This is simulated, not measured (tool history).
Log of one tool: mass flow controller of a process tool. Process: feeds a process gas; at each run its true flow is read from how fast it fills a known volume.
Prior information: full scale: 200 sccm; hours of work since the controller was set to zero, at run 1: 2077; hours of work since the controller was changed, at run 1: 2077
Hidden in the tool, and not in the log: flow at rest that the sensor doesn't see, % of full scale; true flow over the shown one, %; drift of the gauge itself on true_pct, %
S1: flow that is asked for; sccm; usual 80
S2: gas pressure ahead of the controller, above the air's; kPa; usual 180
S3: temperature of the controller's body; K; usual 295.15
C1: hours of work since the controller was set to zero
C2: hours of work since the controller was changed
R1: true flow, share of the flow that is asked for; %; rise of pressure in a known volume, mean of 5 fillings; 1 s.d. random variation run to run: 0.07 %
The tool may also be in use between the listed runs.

{"run": 1, "hour": 0.0, "S1": 80, "S2": 180, "S3": 295.15, "C1": 2077, "C2": 2077, "R1": 98.45}
{"run": 2, "hour": 186.3, "S1": 80, "S2": 180, "S3": 295.15, "C1": 2202, "C2": 2202, "R1": 98.48}
{"run": 3, "hour": 429.4, "S1": 80, "S2": 180, "S3": 295.15, "C1": 2365, "C2": 2365, "R1": 98.66}
{"run": 4, "hour": 799.4, "S1": 162, "S2": 180, "S3": 295.15, "C1": 2613, "C2": 2613, "R1": 100.07}
{"run": 5, "hour": 1128.5, "S1": 162, "S2": 180, "S3": 295.15, "C1": 2833, "C2": 2833, "R1": 100.09}
{"run": 6, "hour": 1338.0, "S1": 80, "S2": 182, "S3": 295.15, "C1": 2974, "C2": 2974, "R1": 98.59}
{"run": 7, "hour": 1591.2, "S1": 80, "S2": 180, "S3": 295.15, "C1": 3143, "C2": 3143, "R1": 98.37}
{"run": 8, "hour": 1960.6, "S1": 80, "S2": 180, "S3": 295.15, "C1": 3391, "C2": 3391, "R1": 98.66}
{"run": 9, "hour": 2262.0, "S1": 80, "S2": 180, "S3": 295.15, "C1": 3593, "C2": 3593, "R1": 98.66}
{"run": 10, "hour": 2526.7, "S1": 80, "S2": 180, "S3": 295.15, "C1": 3770, "C2": 3770, "R1": 98.65}
{"run": 11, "hour": 2945.3, "S1": 80, "S2": 180, "S3": 295.15, "C1": 4050, "C2": 4050, "R1": 98.7}
{"run": 12, "hour": 3226.9, "S1": 117, "S2": 180, "S3": 295.15, "C1": 4239, "C2": 4239, "R1": 99.85}
{"run": 13, "hour": 3574.9, "S1": 117, "S2": 180, "S3": 295.15, "C1": 4472, "C2": 4472, "R1": 99.8}
{"run": 14, "hour": 3901.8, "S1": 117, "S2": 180, "S3": 295.15, "C1": 4691, "C2": 4691, "R1": 99.83}
{"run": 15, "hour": 4144.3, "S1": 117, "S2": 249, "S3": 295.15, "C1": 4854, "C2": 4854, "R1": 100.37}
{"run": 16, "hour": 4362.6, "S1": 117, "S2": 249, "S3": 295.15, "C1": 5000, "C2": 5000, "R1": 100.46}
{"run": 17, "hour": 4620.9, "S1": 117, "S2": 249, "S3": 295.15, "C1": 5173, "C2": 5173, "R1": 100.38}
{"run": 18, "hour": 4956.1, "S1": 117, "S2": 249, "S3": 295.15, "C1": 5398, "C2": 5398, "R1": 100.55}
{"run": 19, "hour": 5294.5, "S1": 58, "S2": 249, "S3": 295.15, "C1": 5624, "C2": 5624, "R1": 97.99}
{"run": 20, "hour": 5700.5, "S1": 58, "S2": 249, "S3": 295.15, "C1": 5896, "C2": 5896, "R1": 98.13}
{"run": 21, "hour": 6059.1, "S1": 58, "S2": 249, "S3": 295.15, "C1": 6137, "C2": 6137, "R1": 98.06}
{"run": 22, "hour": 6335.2, "S1": 58, "S2": 249, "S3": 295.15, "C1": 6322, "C2": 6322, "R1": 98.02}
{"run": 23, "hour": 6696.5, "S1": 58, "S2": 249, "S3": 295.15, "C1": 6564, "C2": 6564, "R1": 98.07}
{"run": 24, "hour": 6972.8, "S1": 80, "S2": 180, "S3": 295.15, "C1": 6749, "C2": 6749, "R1": 99.16}
{"run": 25, "hour": 7189.6, "S1": 24, "S2": 180, "S3": 295.15, "C1": 6894, "C2": 6894, "R1": 90.99}
{"run": 26, "hour": 7381.8, "S1": 36, "S2": 180, "S3": 297.15, "C1": 7023, "C2": 7023, "R1": 94.84}
{"hour": 7529.2, "done": "controller's zero set anew"}
{"hour": 7630.1, "done": "controller exchanged for a calibrated one"}
{"run": 27, "hour": 7642.6, "S1": 32, "S2": 249, "S3": 297.15, "C1": 8, "C2": 8, "R1": 98.23}
{"run": 28, "hour": 7870.0, "S1": 32, "S2": 249, "S3": 297.15, "C1": 161, "C2": 161, "R1": 97.97}
{"run": 29, "hour": 8119.6, "S1": 32, "S2": 249, "S3": 297.15, "C1": 328, "C2": 328, "R1": 97.82}
{"run": 30, "hour": 8531.6, "S1": 181, "S2": 151, "S3": 295.15, "C1": 604, "C2": 604, "R1": 99.47}
{"run": 31, "hour": 8707.1, "S1": 26, "S2": 170, "S3": 309.15, "C1": 722, "C2": 722, "R1": 98.23}
{"run": 32, "hour": 8907.1, "S1": 26, "S2": 170, "S3": 309.15, "C1": 856, "C2": 856, "R1": 98.06}
{"run": 33, "hour": 9180.0, "S1": 35, "S2": 157, "S3": 295.15, "C1": 1038, "C2": 1038, "R1": 96.99}
{"run": 34, "hour": 9493.4, "S1": 80, "S2": 200, "S3": 303.15, "C1": 1248, "C2": 1248, "R1": 99.43}
{"run": 35, "hour": 9670.4, "S1": 37, "S2": 180, "S3": 300.15, "C1": 1367, "C2": 1367, "R1": 97.65}
{"run": 36, "hour": 10074.7, "S1": 80, "S2": 237, "S3": 295.15, "C1": 1638, "C2": 1638, "R1": 98.8}
{"run": 37, "hour": 10466.9, "S1": 80, "S2": 237, "S3": 295.15, "C1": 1901, "C2": 1901, "R1": 98.77}
{"run": 38, "hour": 10768.9, "S1": 80, "S2": 237, "S3": 295.15, "C1": 2103, "C2": 2103, "R1": 98.87}
{"run": 39, "hour": 11160.7, "S1": 80, "S2": 237, "S3": 295.15, "C1": 2366, "C2": 2366, "R1": 98.91}
{"run": 40, "hour": 11455.7, "S1": 113, "S2": 215, "S3": 295.15, "C1": 2563, "C2": 2563, "R1": 99.48}
{"run": 41, "hour": 11799.1, "S1": 134, "S2": 181, "S3": 301.15, "C1": 2793, "C2": 2793, "R1": 100.32}
{"run": 42, "hour": 12140.6, "S1": 51, "S2": 180, "S3": 295.15, "C1": 3022, "C2": 3022, "R1": 97.54}
{"run": 43, "hour": 12541.7, "S1": 51, "S2": 180, "S3": 295.15, "C1": 3291, "C2": 3291, "R1": 97.53}
{"run": 44, "hour": 12834.1, "S1": 20, "S2": 180, "S3": 295.15, "C1": 3487, "C2": 3487, "R1": 93.04}
{"run": 45, "hour": 13235.9, "S1": 20, "S2": 180, "S3": 295.15, "C1": 3756, "C2": 3756, "R1": 92.53}
{"run": 46, "hour": 13515.6, "S1": 20, "S2": 163, "S3": 296.15, "C1": 3943, "C2": 3943, "R1": 92.44}
{"run": 47, "hour": 13919.0, "S1": 22, "S2": 181, "S3": 295.15, "C1": 4214, "C2": 4214, "R1": 92.92}
{"run": 48, "hour": 14115.1, "S1": 97, "S2": 182, "S3": 300.15, "C1": 4345, "C2": 4345, "R1": 99.81}
{"run": 49, "hour": 14322.5, "S1": 80, "S2": 226, "S3": 304.15, "C1": 4484, "C2": 4484, "R1": 99.95}

For some of the steps in R1 from one run to the next: how much would appear even if the tool had no hidden state, given the settings, what came in and random variation, and how much remains for the hidden state plus any gauge scatter that the measured result and the result without hidden state don't share?
Run 24 -> 25: S1 80 -> 24. R1 -8.17 %: hidden state -7.44, all else -0.73.
Run 43 -> 44: S1 51 -> 20. R1 -4.49 %: hidden state -4.03, all else -0.46.
Run 47 -> 48: S1 22 -> 97, S2 181 -> 182, S3 295.15 -> 300.15. R1 +6.89 %: hidden state +5.58, all else +1.31.

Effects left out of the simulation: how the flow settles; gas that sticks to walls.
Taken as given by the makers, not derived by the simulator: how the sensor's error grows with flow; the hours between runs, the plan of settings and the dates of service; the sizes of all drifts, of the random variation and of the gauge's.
